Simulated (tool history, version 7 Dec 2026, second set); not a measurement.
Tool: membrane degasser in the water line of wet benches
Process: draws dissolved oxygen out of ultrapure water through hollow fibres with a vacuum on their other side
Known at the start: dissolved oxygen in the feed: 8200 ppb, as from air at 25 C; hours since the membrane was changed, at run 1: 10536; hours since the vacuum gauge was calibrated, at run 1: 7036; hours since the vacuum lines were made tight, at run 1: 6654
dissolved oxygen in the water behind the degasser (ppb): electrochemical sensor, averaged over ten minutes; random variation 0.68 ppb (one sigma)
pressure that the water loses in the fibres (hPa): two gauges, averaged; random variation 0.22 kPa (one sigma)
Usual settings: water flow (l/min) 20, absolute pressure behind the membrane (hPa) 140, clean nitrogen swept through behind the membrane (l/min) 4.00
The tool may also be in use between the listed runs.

run,day,water flow (l/min),absolute pressure behind the membrane (hPa),clean nitrogen swept through behind the membrane (l/min),hours since the membrane was changed,hours since the vacuum gauge was calibrated,hours since the vacuum lines were made tight,dissolved oxygen in the water behind the degasser (ppb),pressure that the water loses in the fibres (hPa)
1,0.000,20,140,4.00,10536,7036,6654,140.4,557.8
2,9.792,20,140,4.00,10771,7272,6889,139.8,562.8
3,16.025,20,140,4.00,10920,7421,7038,140.5,564.4
4,24.746,20,140,7.59,11130,7630,7247,78.0,564.7
5,32.133,13,140,4.00,11307,7808,7425,91.1,364.4
6,43.529,13,140,4.00,11581,8081,7698,91.2,365.8
7,54.229,13,140,4.00,11837,8338,7955,91.7,365.8
8,63.892,13,140,4.00,12069,8570,8187,92.7,367.5
9,70.925,13,140,4.00,12238,8739,8356,91.2,370.0
# day 79.154: vacuum gauge calibrated
10,82.292,13,140,4.00,12510,75,8628,88.9,369.4
11,87.858,20,255,4.00,12644,209,8762,273.5,567.6
12,99.842,20,255,4.00,12932,496,9049,275.3,569.0
13,112.712,20,255,4.00,13240,805,9358,271.3,568.2
14,124.742,20,140,4.00,13529,1094,9647,139.7,565.2
15,133.267,20,140,4.00,13734,1299,9851,138.3,568.7
16,143.167,20,140,4.00,13971,1536,10089,137.6,572.4
17,156.196,25,154,6.64,14284,1849,10402,126.3,713.5
18,165.208,25,154,6.64,14500,2065,10618,127.7,715.6
19,177.354,25,154,6.64,14792,2357,10910,127.2,711.6
20,184.708,25,115,7.30,14968,2533,11086,84.4,713.8
21,197.221,20,245,11.25,15269,2834,11386,101.3,574.3
22,208.454,20,245,11.25,15538,3103,11656,102.7,572.4
23,216.750,20,245,11.25,15737,3302,11855,101.8,574.3
24,223.912,20,245,11.25,15909,3474,12027,103.1,573.4
25,231.196,14,142,7.16,16084,3649,12202,57.3,403.7
26,237.521,30,206,4.00,16236,3801,12353,330.2,868.3
27,247.625,22,111,4.00,16478,4043,12596,117.8,630.8
28,255.267,20,109,3.01,16662,4227,12779,134.2,577.0
29,260.775,16,186,10.38,16794,4359,12912,64.8,461.8
30,272.033,19,140,4.00,17064,4629,13182,133.2,548.0
31,281.004,20,140,2.45,17279,4844,13397,220.8,577.8

4 ways to go on from here, each from the tool as it stands after run 31. What would each give?
# day 288.546: seals of the vacuum lines changed
A,292.338,15,140,4.00,17549,5114,91,?,?
# day 288.546: seals of the vacuum lines changed
B,292.338,20,140,2.97,17549,5114,91,?,?
# day 288.546: seals of the vacuum lines changed
C,292.338,20,102,4.00,17549,5114,91,?,?
# day 288.546: seals of the vacuum lines changed
D,292.338,31,329,2.15,17549,5114,91,?,?

run,dissolved oxygen in the water behind the degasser (ppb),pressure that the water loses in the fibres (hPa)
A,102.1,432.1
B,181.3,576.8
C,93.3,578.3
D,921.2,892.2
Without the tool's hidden state the same runs would have given:
run,dissolved oxygen in the water behind the degasser (ppb),pressure that the water loses in the fibres (hPa)
A,99.6,406.5
B,176.3,542.7
C,88.9,544.1
D,910.2,839.3
